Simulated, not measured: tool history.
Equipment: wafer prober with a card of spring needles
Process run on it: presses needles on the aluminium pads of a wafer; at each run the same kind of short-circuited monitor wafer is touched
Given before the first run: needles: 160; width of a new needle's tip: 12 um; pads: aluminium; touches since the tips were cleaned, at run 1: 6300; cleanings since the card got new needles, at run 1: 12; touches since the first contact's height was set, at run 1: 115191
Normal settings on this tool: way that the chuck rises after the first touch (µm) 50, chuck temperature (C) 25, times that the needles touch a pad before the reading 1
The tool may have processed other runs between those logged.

run	hour	way that the chuck rises after the first touch (µm)	chuck temperature (C)	times that the needles touch a pad before the reading	touches since the tips were cleaned	cleanings since the card got new needles	touches since the first contact's height was set	resistance of one needle with its contact and lead (mohm)	way that a needle slides on the pad (µm)
1	0.0	50	25	1	6300	12	115191	334	6.067
# hour 4.3: tips cleaned on abrasive film
2	5.5	50	25	1	421	13	117102	254	6.050
3	10.6	65	25	1	2205	13	118886	269	7.904
4	20.6	65	25	1	5739	13	122420	296	7.880
# hour 26.7: tips cleaned on abrasive film
5	32.6	65	25	1	2080	14	126612	273	7.905
6	40.1	33	25	1	4723	14	129255	429	3.935
# hour 49.2: tips cleaned on abrasive film
7	50.1	50	25	1	324	15	132763	249	6.039
8	60.8	50	25	1	4096	15	136535	315	6.036
# hour 71.6: tips cleaned on abrasive film
9	72.4	50	25	1	262	16	140567	248	6.026
# hour 73.5: height of the first contact set anew
10	79.1	50	25	2	2524	16	1957	277	5.991
11	85.0	50	25	1	4608	16	4041	322	5.993
12	93.7	50	25	1	7667	16	7100	339	6.006
# hour 94.9: tips cleaned on abrasive film
13	101.5	50	25	1	2326	17	9827	297	5.980
14	110.8	50	25	1	5591	17	13092	334	5.982
# hour 117.9: tips cleaned on abrasive film
15	120.5	50	25	1	918	18	16477	269	5.967
# hour 124.2: height of the first contact set anew, once more
16	129.7	50	25	3	4086	18	1963	262	6.186
# hour 140.4: tips cleaned on abrasive film
17	140.4	50	25	3	0	19	5684	229	6.157
18	151.7	47	29	3	3981	19	9665	260	5.789
19	161.6	55	117	2	7477	19	13161	298	6.782
# hour 162.6: tips cleaned on abrasive film
20	172.3	55	117	2	3418	20	16905	282	6.763
21	180.2	33	62	2	6210	20	19697	359	4.041
# hour 185.1: tips cleaned on abrasive film
22	187.1	33	62	2	714	21	22091	278	4.032
23	195.3	33	41	2	3606	21	24983	343	4.046
24	205.7	34	86	2	7249	21	28626	365	4.172
# hour 207.3: tips cleaned on abrasive film
25	214.8	64	27	1	2630	22	31796	271	7.845
26	225.4	38	97	1	6381	22	35547	401	4.646
# hour 229.9: tips cleaned on abrasive film
27	234.0	37	25	2	1442	23	38533	281	4.507
28	243.8	56	34	2	4902	23	41993	277	6.865
# hour 252.4: tips cleaned on abrasive film
29	253.3	50	29	1	326	24	45332	245	6.116
30	262.5	50	37	1	3566	24	48572	314	6.122
31	272.6	50	37	1	7120	24	52126	335	6.114
# hour 275.3: tips cleaned on abrasive film
32	284.9	50	37	1	3380	25	56431	317	6.116
33	291.5	38	50	2	5688	25	58739	336	4.630
34	296.9	50	108	2	7594	25	60645	304	6.102

Predict each of these 4 candidate next runs independently; none follows another, all start after run 34:
# hour 297.5: tips cleaned on abrasive film
A	309.0	67	25	1	4054	26	64893	?	?
# hour 297.5: tips cleaned on abrasive film
B	309.0	39	29	3	4054	26	64893	?	?
# hour 297.5: tips cleaned on abrasive film
C	309.0	50	93	2	4054	26	64893	?	?
# hour 297.5: tips cleaned on abrasive film
D	309.0	50	61	2	4054	26	64893	?	?

run	resistance of one needle with its contact and lead (mohm)	way that a needle slides on the pad (µm)
A	285	8.196
B	280	4.735
C	298	6.099
D	292	6.090
Take away the tool's hidden state, keep each run's random variation, and the runs would have read:
run	resistance of one needle with its contact and lead (mohm)	way that a needle slides on the pad (µm)
A	224	8.274
B	229	4.813
C	246	6.176
D	238	6.168
